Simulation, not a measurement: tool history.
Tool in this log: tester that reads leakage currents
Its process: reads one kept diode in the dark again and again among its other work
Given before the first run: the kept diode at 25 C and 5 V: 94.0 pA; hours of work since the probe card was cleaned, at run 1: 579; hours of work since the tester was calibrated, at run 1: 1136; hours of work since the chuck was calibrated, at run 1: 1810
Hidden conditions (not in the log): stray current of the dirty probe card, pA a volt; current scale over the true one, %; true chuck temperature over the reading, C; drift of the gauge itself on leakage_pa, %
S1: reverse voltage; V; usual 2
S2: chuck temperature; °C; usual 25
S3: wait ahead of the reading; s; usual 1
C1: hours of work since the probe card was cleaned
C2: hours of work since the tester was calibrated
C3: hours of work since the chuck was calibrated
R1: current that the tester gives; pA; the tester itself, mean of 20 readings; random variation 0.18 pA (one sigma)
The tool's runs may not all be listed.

{"run": 1, "hour": 0.0, "S1": 2, "S2": 25, "S3": 1, "C1": 579, "C2": 1136, "C3": 1810, "R1": 50.52}
{"run": 2, "hour": 74.7, "S1": 2, "S2": 25, "S3": 2.95, "C1": 616, "C2": 1173, "C3": 1847, "R1": 50.12}
{"run": 3, "hour": 127.5, "S1": 1.06, "S2": 25, "S3": 1, "C1": 642, "C2": 1199, "C3": 1874, "R1": 34.79}
{"run": 4, "hour": 174.2, "S1": 1.06, "S2": 25, "S3": 1, "C1": 666, "C2": 1223, "C3": 1897, "R1": 34.95}
{"run": 5, "hour": 220.1, "S1": 1.06, "S2": 25, "S3": 1, "C1": 688, "C2": 1246, "C3": 1920, "R1": 34.82}
{"run": 6, "hour": 294.6, "S1": 1.06, "S2": 25, "S3": 1, "C1": 726, "C2": 1283, "C3": 1957, "R1": 34.71}
{"run": 7, "hour": 359.3, "S1": 1.06, "S2": 25, "S3": 1, "C1": 758, "C2": 1315, "C3": 1989, "R1": 34.71}
{"hour": 368.4, "done": "chuck's temperature calibrated"}
{"run": 8, "hour": 412.7, "S1": 1.06, "S2": 25, "S3": 1, "C1": 784, "C2": 1341, "C3": 22, "R1": 40.26}
{"run": 9, "hour": 451.5, "S1": 2, "S2": 43, "S3": 1, "C1": 803, "C2": 1360, "C3": 42, "R1": 240.95}
{"run": 10, "hour": 522.4, "S1": 2, "S2": 25, "S3": 5.25, "C1": 838, "C2": 1396, "C3": 77, "R1": 57.26}
{"run": 11, "hour": 574.3, "S1": 2, "S2": 25, "S3": 5.25, "C1": 864, "C2": 1421, "C3": 103, "R1": 57.36}
{"run": 12, "hour": 618.4, "S1": 2, "S2": 25, "S3": 5.25, "C1": 886, "C2": 1444, "C3": 125, "R1": 57.5}
{"run": 13, "hour": 687.6, "S1": 2, "S2": 25, "S3": 5.25, "C1": 921, "C2": 1478, "C3": 159, "R1": 56.99}
{"run": 14, "hour": 757.0, "S1": 2, "S2": 28, "S3": 1, "C1": 955, "C2": 1513, "C3": 194, "R1": 73.62}
{"run": 15, "hour": 829.7, "S1": 2, "S2": 28, "S3": 1, "C1": 992, "C2": 1549, "C3": 230, "R1": 73.75}
{"run": 16, "hour": 865.1, "S1": 2, "S2": 28, "S3": 1, "C1": 1009, "C2": 1567, "C3": 248, "R1": 73.62}
{"hour": 875.1, "done": "probe card cleaned and baked"}
{"run": 17, "hour": 927.1, "S1": 2, "S2": 28, "S3": 1, "C1": 26, "C2": 1596, "C3": 277, "R1": 74.79}
{"run": 18, "hour": 1008.1, "S1": 2, "S2": 25, "S3": 1, "C1": 66, "C2": 1637, "C3": 318, "R1": 58.83}
{"run": 19, "hour": 1069.2, "S1": 2, "S2": 39, "S3": 1, "C1": 97, "C2": 1667, "C3": 348, "R1": 176.19}
{"run": 20, "hour": 1115.8, "S1": 2, "S2": 25, "S3": 1, "C1": 120, "C2": 1690, "C3": 372, "R1": 58.8}
{"run": 21, "hour": 1173.5, "S1": 4.84, "S2": 28, "S3": 1.85, "C1": 149, "C2": 1719, "C3": 400, "R1": 124.2}
{"run": 22, "hour": 1210.1, "S1": 2.03, "S2": 28, "S3": 1.85, "C1": 167, "C2": 1737, "C3": 419, "R1": 74.47}
{"run": 23, "hour": 1243.2, "S1": 2.68, "S2": 31, "S3": 6.96, "C1": 184, "C2": 1754, "C3": 435, "R1": 110.71}
{"hour": 1263.8, "done": "probe card cleaned and baked, once more"}
{"run": 24, "hour": 1321.4, "S1": 2.91, "S2": 31, "S3": 5.46, "C1": 29, "C2": 1791, "C3": 473, "R1": 109.07}
{"run": 25, "hour": 1387.2, "S1": 2, "S2": 43, "S3": 1.96, "C1": 62, "C2": 1824, "C3": 506, "R1": 231.44}
{"run": 26, "hour": 1459.8, "S1": 1.01, "S2": 25, "S3": 0.4, "C1": 98, "C2": 1860, "C3": 542, "R1": 37.06}
{"run": 27, "hour": 1537.3, "S1": 11.71, "S2": 28, "S3": 7.92, "C1": 136, "C2": 1899, "C3": 580, "R1": 184.31}
{"run": 28, "hour": 1580.2, "S1": 10.71, "S2": 25, "S3": 2.24, "C1": 158, "C2": 1921, "C3": 602, "R1": 136.54}
{"run": 29, "hour": 1646.3, "S1": 5.5, "S2": 25, "S3": 1, "C1": 191, "C2": 1954, "C3": 635, "R1": 94.94}
{"run": 30, "hour": 1702.3, "S1": 7.03, "S2": 47, "S3": 1.62, "C1": 219, "C2": 1982, "C3": 663, "R1": 621.53}
{"run": 31, "hour": 1743.8, "S1": 7.31, "S2": 38, "S3": 1, "C1": 240, "C2": 2002, "C3": 684, "R1": 321.2}
{"run": 32, "hour": 1793.5, "S1": 1.49, "S2": 38, "S3": 1, "C1": 264, "C2": 2027, "C3": 708, "R1": 130.92}
{"run": 33, "hour": 1845.4, "S1": 15.59, "S2": 27, "S3": 1, "C1": 290, "C2": 2053, "C3": 734, "R1": 203.23}
{"run": 34, "hour": 1878.3, "S1": 1.72, "S2": 60, "S3": 9.85, "C1": 307, "C2": 2069, "C3": 751, "R1": 723.93}
{"run": 35, "hour": 1921.6, "S1": 2.68, "S2": 39, "S3": 0.33, "C1": 328, "C2": 2091, "C3": 772, "R1": 196.65}
{"run": 36, "hour": 1989.2, "S1": 7.64, "S2": 25, "S3": 4.76, "C1": 362, "C2": 2125, "C3": 806, "R1": 112.75}
{"run": 37, "hour": 2031.0, "S1": 10.28, "S2": 23, "S3": 3.17, "C1": 383, "C2": 2146, "C3": 827, "R1": 113.97}
{"run": 38, "hour": 2065.1, "S1": 10.28, "S2": 55, "S3": 2.66, "C1": 400, "C2": 2163, "C3": 844, "R1": 1366.34}
{"run": 39, "hour": 2102.7, "S1": 8.19, "S2": 25, "S3": 1, "C1": 419, "C2": 2181, "C3": 863, "R1": 118.81}

Consider 5 possible next runs. They are alternatives, not a sequence: every one starts from the tool as it was left by run 39. What does each give?
{"run": "A", "hour": 2136.9, "S1": 2.75, "S2": 51, "S3": 1, "C1": 436, "C2": 2198, "C3": 880, "R1": "?"}
{"run": "B", "hour": 2136.9, "S1": 3.92, "S2": 23, "S3": 0.74, "C1": 436, "C2": 2198, "C3": 880, "R1": "?"}
{"run": "C", "hour": 2136.9, "S1": 8.19, "S2": 38, "S3": 7.87, "C1": 436, "C2": 2198, "C3": 880, "R1": "?"}
{"run": "D", "hour": 2136.9, "S1": 2.48, "S2": 37, "S3": 1, "C1": 436, "C2": 2198, "C3": 880, "R1": "?"}
{"run": "E", "hour": 2136.9, "S1": 8.19, "S2": 46, "S3": 1, "C1": 436, "C2": 2198, "C3": 880, "R1": "?"}

run=A R1=490.36
run=B R1=65.94
run=C R1=333.97
run=D R1=160.29
run=E R1=620.78
Without the tool's hidden state the same runs would have given:
run=A R1=530.87
run=B R1=69.95
run=C R1=359.51
run=D R1=173.46
run=E R1=670.37

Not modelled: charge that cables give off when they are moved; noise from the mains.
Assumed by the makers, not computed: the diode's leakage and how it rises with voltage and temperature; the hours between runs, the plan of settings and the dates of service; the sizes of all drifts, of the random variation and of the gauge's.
